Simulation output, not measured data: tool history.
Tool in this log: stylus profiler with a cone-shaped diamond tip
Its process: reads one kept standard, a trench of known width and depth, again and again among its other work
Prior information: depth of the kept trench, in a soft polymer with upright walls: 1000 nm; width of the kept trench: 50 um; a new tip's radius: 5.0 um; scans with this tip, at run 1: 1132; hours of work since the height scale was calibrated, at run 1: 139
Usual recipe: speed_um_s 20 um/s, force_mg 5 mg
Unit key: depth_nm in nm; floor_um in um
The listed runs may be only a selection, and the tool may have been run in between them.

run     day  speed_um_s  force_mg  scans with this tip  hours of work since the height scale was calibrated  depth_nm  floor_um
  1       0          20         5                 1132                                                  139   1009.72     43.47
  2   0.962          20         5                 1209                                                  148   1009.36     43.44
  3   1.746          17         5                 1271                                                  156   1009.77     43.39
  4   2.162          20      4.75                 1305                                                  160   1009.16     43.37
  5   2.683          20      4.75                 1346                                                  165   1009.47     43.38
  6   3.379          20      4.75                 1402                                                  172   1009.23     43.32
  7   4.067          20      4.75                 1457                                                  178   1008.85     43.33
  8   4.608          20      3.27                 1500                                                  184   1007.81      43.3
  9   5.583          20      3.27                 1578                                                  193   1007.12     43.28
 10   6.217          14         5                 1629                                                  199   1009.67     43.34
 11   6.754           6       9.1                 1671                                                  205   1013.79     43.34
 12   7.346          32      10.1                 1719                                                  211   1015.02     43.18
 13   7.912          33      2.64                 1764                                                  216    1006.9     43.15
 14   8.829           6         5                 1838                                                  225   1009.78     43.32
 15   9.796          45      3.65                 1915                                                  235   1008.28     43.07
 16  10.354          45      3.65                 1959                                                  240   1008.06     43.05
 17  10.846          12      3.37                 1999                                                  245   1007.58      43.2
 18  11.833          12      3.37                 2078                                                  254   1007.99     43.14
 19  12.721          61      2.42                 2149                                                  263   1006.16     42.86

Below are 3 alternative next runs, each starting from the tool's condition after run 19. Predict each:
  A  13.258          65      3.11                 2192                                                  268         ?         ?
  B  13.258          20      2.86                 2192                                                  268         ?         ?
  C  13.258          61     10.39                 2192                                                  268         ?         ?

run  depth_nm  floor_um
  A   1007.44     42.92
  B   1006.73      43.1
  C   1015.52        43
Take away the tool's hidden state, keep each run's random variation, and the runs would have read:
run  depth_nm  floor_um
  A   1006.54     43.75
  B   1005.83     43.94
  C   1014.61     43.83

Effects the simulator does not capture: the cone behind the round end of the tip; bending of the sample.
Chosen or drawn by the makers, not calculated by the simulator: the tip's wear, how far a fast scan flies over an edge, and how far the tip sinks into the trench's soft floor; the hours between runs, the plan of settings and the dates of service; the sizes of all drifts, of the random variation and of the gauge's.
